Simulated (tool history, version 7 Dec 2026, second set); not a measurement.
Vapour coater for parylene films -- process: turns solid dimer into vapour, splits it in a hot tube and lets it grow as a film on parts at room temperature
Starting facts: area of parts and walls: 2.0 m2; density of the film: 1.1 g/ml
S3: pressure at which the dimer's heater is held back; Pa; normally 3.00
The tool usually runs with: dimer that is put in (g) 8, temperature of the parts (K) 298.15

run 1 hour=0.0 | dimer_that_is_put_in_(g)=8 temperature_of_the_parts_(K)=298.15 S3=3.00 | thickness_of_the_film_(um)=3.02
run 2 hour=19.1 | dimer_that_is_put_in_(g)=8 temperature_of_the_parts_(K)=298.15 S3=3.00 | thickness_of_the_film_(um)=3.00
run 3 hour=38.9 | dimer_that_is_put_in_(g)=8 temperature_of_the_parts_(K)=298.15 S3=3.00 | thickness_of_the_film_(um)=3.02
run 4 hour=55.1 | dimer_that_is_put_in_(g)=12 temperature_of_the_parts_(K)=298.15 S3=3.00 | thickness_of_the_film_(um)=4.51
run 5 hour=71.1 | dimer_that_is_put_in_(g)=8 temperature_of_the_parts_(K)=298.15 S3=3.00 | thickness_of_the_film_(um)=3.01
run 6 hour=87.5 | dimer_that_is_put_in_(g)=8 temperature_of_the_parts_(K)=298.15 S3=3.00 | thickness_of_the_film_(um)=3.04
run 7 hour=110.8 | dimer_that_is_put_in_(g)=8 temperature_of_the_parts_(K)=298.15 S3=3.00 | thickness_of_the_film_(um)=2.98
run 8 hour=126.7 | dimer_that_is_put_in_(g)=11 temperature_of_the_parts_(K)=298.15 S3=4.84 | thickness_of_the_film_(um)=3.64
run 9 hour=151.8 | dimer_that_is_put_in_(g)=11 temperature_of_the_parts_(K)=298.15 S3=4.84 | thickness_of_the_film_(um)=3.70
run 10 hour=172.2 | dimer_that_is_put_in_(g)=11 temperature_of_the_parts_(K)=298.15 S3=4.84 | thickness_of_the_film_(um)=3.67
run 11 hour=192.4 | dimer_that_is_put_in_(g)=11 temperature_of_the_parts_(K)=298.15 S3=4.84 | thickness_of_the_film_(um)=3.60
run 12 hour=218.1 | dimer_that_is_put_in_(g)=11 temperature_of_the_parts_(K)=298.15 S3=4.84 | thickness_of_the_film_(um)=3.64
run 13 hour=232.3 | dimer_that_is_put_in_(g)=11 temperature_of_the_parts_(K)=298.15 S3=4.84 | thickness_of_the_film_(um)=3.67

Below are 4 alternative next runs, each starting from the tool's condition after run 13. Predict each:
run A hour=258.1 | dimer_that_is_put_in_(g)=8 temperature_of_the_parts_(K)=294.15 S3=3.00 | thickness_of_the_film_(um)=?
run B hour=258.1 | dimer_that_is_put_in_(g)=12 temperature_of_the_parts_(K)=308.15 S3=2.06 | thickness_of_the_film_(um)=?
run C hour=258.1 | dimer_that_is_put_in_(g)=12 temperature_of_the_parts_(K)=302.15 S3=4.52 | thickness_of_the_film_(um)=?
run D hour=258.1 | dimer_that_is_put_in_(g)=8 temperature_of_the_parts_(K)=298.15 S3=7.67 | thickness_of_the_film_(um)=?

run=A thickness_of_the_film_(um)=3.47
run=B thickness_of_the_film_(um)=3.13
run=C thickness_of_the_film_(um)=3.37
run=D thickness_of_the_film_(um)=2.37
The same runs, with their run-to-run variation unchanged, on a tool lacking any hidden condition would have given:
run=A thickness_of_the_film_(um)=3.56
run=B thickness_of_the_film_(um)=3.17
run=C thickness_of_the_film_(um)=3.42
run=D thickness_of_the_film_(um)=2.40

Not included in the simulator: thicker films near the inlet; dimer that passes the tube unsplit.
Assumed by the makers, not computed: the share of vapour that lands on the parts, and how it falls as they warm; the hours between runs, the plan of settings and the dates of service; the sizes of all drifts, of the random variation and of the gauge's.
